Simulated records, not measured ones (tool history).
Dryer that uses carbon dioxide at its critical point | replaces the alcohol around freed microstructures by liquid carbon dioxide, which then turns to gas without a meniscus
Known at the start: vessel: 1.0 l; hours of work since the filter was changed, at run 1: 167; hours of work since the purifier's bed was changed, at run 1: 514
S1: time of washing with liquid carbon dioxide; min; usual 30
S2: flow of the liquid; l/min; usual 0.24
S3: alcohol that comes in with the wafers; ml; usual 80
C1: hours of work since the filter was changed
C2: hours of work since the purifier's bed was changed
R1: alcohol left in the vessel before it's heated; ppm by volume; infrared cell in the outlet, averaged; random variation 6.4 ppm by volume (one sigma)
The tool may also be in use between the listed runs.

run,hour,S1,S2,S3,C1,C2,R1
1,0,30,0.24,80,167,514,589
2,19.8,30,0.24,80,180,526,657
3,41.4,30,0.24,80,193,540,689
# hour 54.7: inlet filter changed
4,62,30,0.186,80,5,552,1100
5,84.6,30,0.186,80,19,566,1161
6,109.3,30,0.24,80,34,581,353
7,124.9,30,0.24,80,44,591,354
8,143.2,29,0.24,80,55,602,451
9,162.2,29,0.165,80,67,614,2367
10,187.9,30,0.24,80,83,630,416
11,207.3,30,0.24,80,95,642,466
12,233.5,30,0.24,80,111,659,490
13,247.4,30,0.24,80,120,667,488
14,269.4,30,0.24,63,133,681,431
15,285.3,30,0.24,105,143,691,717
16,305.6,30,0.24,105,156,703,779
17,329.2,30,0.24,67,171,718,549
18,344.7,30,0.24,58,180,728,496
19,364.9,30,0.24,58,193,740,529
# hour 380.1: inlet filter changed
20,383.4,30,0.24,55,2,751,228
21,400.5,30,0.24,55,13,762,233
22,424.4,30,0.24,55,28,777,250
23,436,30,0.145,80,35,784,3081
24,452.9,30,0.145,80,45,794,3188
25,467.8,30,0.173,37,54,804,814
26,481,27,0.339,80,63,812,107
27,495.9,27,0.339,80,72,821,118
28,521.7,30,0.24,24,88,837,161
29,541.7,30,0.24,24,100,849,170
30,556.1,30,0.291,42,109,858,123
31,575.3,36,0.204,80,121,870,486
32,600.3,36,0.204,80,137,886,515
33,613.7,22,0.193,112,145,894,6230
34,634.7,22,0.193,112,158,907,6389
35,653.9,22,0.281,44,170,919,684
36,671.7,22,0.281,44,181,930,705
37,686.1,41,0.281,31,190,939,62
# hour 703.6: inlet filter changed
38,709.2,30,0.337,80,4,953,81
39,721.2,20,0.24,80,11,960,1935
40,746,20,0.24,80,26,976,2042
41,762,20,0.24,23,36,986,629
42,785.5,30,0.153,80,51,1000,2769
43,810.6,47,0.24,31,66,1016,71
44,837.4,30,0.24,80,83,1033,480
45,861.4,30,0.24,80,98,1048,503
46,873.9,30,0.24,80,106,1055,519

3 ways to go on from here, each from the tool as it stands after run 46. What would each give?
A,899.6,30,0.283,80,122,1071,?
B,899.6,29,0.24,73,122,1071,?
C,899.6,44,0.24,23,122,1071,?

run,R1
A,238
B,586
C,67
Without the tool's hidden state the same runs would have given:
run,R1
A,89
B,289
C,6
